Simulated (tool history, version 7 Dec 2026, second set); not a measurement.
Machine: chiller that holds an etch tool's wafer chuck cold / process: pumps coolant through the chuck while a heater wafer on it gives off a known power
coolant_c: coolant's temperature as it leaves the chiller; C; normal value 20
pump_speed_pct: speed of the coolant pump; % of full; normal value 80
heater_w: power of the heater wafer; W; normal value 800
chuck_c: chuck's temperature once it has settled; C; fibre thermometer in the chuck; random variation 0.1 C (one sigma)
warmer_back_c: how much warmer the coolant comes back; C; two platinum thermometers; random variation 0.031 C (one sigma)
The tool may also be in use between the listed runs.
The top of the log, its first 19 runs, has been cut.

run     day  coolant_c  pump_speed_pct  heater_w  hours since the coolant was changed and the channels were flushed  hours since the pump was overhauled  hours since the chiller's thermometer was calibrated  chuck_c  warmer_back_c
 20  18.025         12              62       469                                                                946                                   38                                                  2234     17.5           2.33
 21  18.692         28              71       782                                                                962                                   54                                                  2250     36.4           3.35
 22  20.012         14              74       521                                                                993                                   86                                                  2282     19.3           2.14
 23  20.729         15              74       521                                                               1011                                  103                                                  2299     20.4           2.11
 24  22.042         15              74       521                                                               1042                                  134                                                  2331     20.5           2.18
 25  22.675         15              74       521                                                               1057                                  150                                                  2346     20.3           2.12
 26  23.467         12              95       800                                                               1076                                  169                                                  2365     18.9           2.53
 27  24.571         12              95       800                                                               1103                                  195                                                  2391     18.8            2.5
 28  25.188         12              95       800                                                               1118                                  210                                                  2406     18.8           2.54
 29  26.154         20              80       809                                                               1141                                  233                                                  2429     27.8           3.05
 30  27.021         18              97       800                                                               1162                                  254                                                  2450     24.6           2.37

What if the next run were any one of these 3? Each begins from the tool's condition after run 30:
  A  28.271         17              64       800                                                               1192                                  284                                                  2480        ?              ?
  B  28.271         18              97       491                                                               1192                                  284                                                  2480        ?              ?
  C  28.271         13              68       800                                                               1192                                  284                                                  2480        ?              ?

run  chuck_c  warmer_back_c
  A     26.4           3.82
  B     22.1           1.51
  C     21.8           3.58
With no hidden state in the tool, these same runs would have given:
run  chuck_c  warmer_back_c
  A     26.4            3.8
  B     22.2            1.5
  C     21.8           3.56
